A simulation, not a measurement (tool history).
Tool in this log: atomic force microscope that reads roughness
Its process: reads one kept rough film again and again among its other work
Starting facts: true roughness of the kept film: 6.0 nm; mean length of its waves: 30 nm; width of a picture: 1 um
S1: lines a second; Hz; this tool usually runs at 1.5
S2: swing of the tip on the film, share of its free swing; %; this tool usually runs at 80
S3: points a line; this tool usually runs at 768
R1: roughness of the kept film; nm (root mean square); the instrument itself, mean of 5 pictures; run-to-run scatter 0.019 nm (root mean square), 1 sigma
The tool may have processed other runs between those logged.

run,day,S1,S2,S3,R1
1,0,1.5,80,768,4.583
2,0.604,1.5,80,768,4.594
# day 1.288: new tip fitted
3,1.496,1.5,80,768,4.594
4,2.312,2.58,80,768,4.154
5,3.246,2.58,80,768,4.172
6,4.017,1.5,80,859,4.546
# day 4.621: new tip fitted
7,5.35,1.5,80,859,4.558
8,5.967,1.5,80,768,4.559
9,6.696,1.5,80,768,4.555
10,7.396,1.5,80,768,4.539
# day 7.929: new tip fitted
11,8.304,1.5,80,768,4.587
12,9.246,1.5,80,768,4.537
13,10.467,1.5,80,768,4.534
# day 11.271: new tip fitted
14,11.479,1.5,80,768,4.596
15,12.521,3.54,57,780,4.817

Run 16 comes next. What will it give?
16,13.171,0.83,89,680,?

{"run 16": {"R1": 4.664}}
Were there no unlogged condition in the tool, this run, its random variation unchanged, would have produced R1 4.674 nm (root mean square).
